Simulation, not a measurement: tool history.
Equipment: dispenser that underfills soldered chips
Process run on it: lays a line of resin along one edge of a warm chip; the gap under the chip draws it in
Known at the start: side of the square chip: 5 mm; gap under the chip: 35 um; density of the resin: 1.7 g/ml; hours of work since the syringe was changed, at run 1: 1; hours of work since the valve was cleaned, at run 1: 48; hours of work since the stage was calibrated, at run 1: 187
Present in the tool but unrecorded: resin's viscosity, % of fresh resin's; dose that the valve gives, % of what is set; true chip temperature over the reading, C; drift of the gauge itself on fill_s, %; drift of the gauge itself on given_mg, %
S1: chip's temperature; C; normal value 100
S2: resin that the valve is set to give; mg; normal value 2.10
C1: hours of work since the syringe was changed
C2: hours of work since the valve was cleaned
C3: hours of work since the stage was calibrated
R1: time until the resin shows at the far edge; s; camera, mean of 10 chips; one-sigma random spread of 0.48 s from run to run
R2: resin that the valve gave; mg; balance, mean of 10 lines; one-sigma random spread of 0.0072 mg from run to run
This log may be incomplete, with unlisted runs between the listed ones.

run   hour   S1    S2  C1  C2   C3    R1     R2
  1    0.0  100  2.10   1  48  187  41.7  2.059
       9.0  -- new syringe of resin
  2    9.0   90  2.10   0  54  194  52.3  2.047
      19.3  -- new syringe of resin
  3   22.5  109  2.10   2  64  204  35.9  2.064
      30.0  -- new syringe of resin
  4   30.7  109  2.10   0  70  210  30.7  2.053
  5   38.0  109  2.10   6  76  215  47.1  2.049
      40.7  -- new syringe of resin
  6   45.1  109  2.10   3  81  221  38.7  2.055
      51.4  -- new syringe of resin
  7   56.7   87  2.10   4  90  229  82.2  2.033
      61.8  -- new syringe of resin
  8   62.7   87  2.10   1  94  233  64.0  2.043
      66.3  -- dispensing valve cleaned and set on the balance
      73.2  -- new syringe of resin
  9   75.6   87  2.10   2   7  242  67.3  2.064
      83.4  -- new syringe of resin
 10   88.2   87  2.10   4  16  252  78.4  2.091
      94.5  -- new syringe of resin
 11  101.5   87  2.10   5  26  261  90.1  2.071
     105.5  -- new syringe of resin
 12  109.0  100  2.46   3  31  267  47.3  2.439
     116.1  -- new syringe of resin
 13  122.7  100  2.46   5  42  277  55.0  2.420
     126.6  -- new syringe of resin
 14  130.3  101  2.10   3  47  283  47.8  2.056
     136.9  -- new syringe of resin
 15  144.3  100  2.18   6  58  293  59.2  2.133
     148.2  -- new syringe of resin
 16  156.6  114  2.10   6  67  302  42.9  2.043
     158.9  -- new syringe of resin
 17  168.6  100  2.10   7  76  311  69.7  2.046
     170.2  -- new syringe of resin
 18  175.2  109  2.10   4  80  316  40.3  2.048
     181.0  -- new syringe of resin
 19  183.3  109  2.10   2  86  322  33.9  2.041
     192.0  -- new syringe of resin
     196.5  -- dispensing valve cleaned and set on the balance
 20  197.8  104  2.42   4   1  332  45.1  2.405
     203.7  -- new syringe of resin
 21  206.3  103  2.49   2   7  338  40.8  2.483
 22  213.5   93  2.41   7  13  343  85.4  2.393
     215.0  -- new syringe of resin
 23  220.2  100  2.58   4  18  348  51.9  2.560
     226.0  -- new syringe of resin
 24  228.8  102  2.24   2  24  355  43.3  2.233
 25  235.2   91  2.13   7  29  359  87.9  2.114
     236.9  -- new syringe of resin
     247.6  -- new syringe of resin
 26  247.7   92  1.99   0  38  369  51.9  1.960
 27  253.5   92  1.99   5  42  373  72.0  1.954

What will run 28 give?
     258.8  -- new syringe of resin
 28  261.8  92  1.99   2  48  379   ?   ?

{"run 28": {"R1": 60.3, "R2": 1.952}}
Without the tool's hidden state the same run would have given R1 49.9 s, R2 1.985 mg.
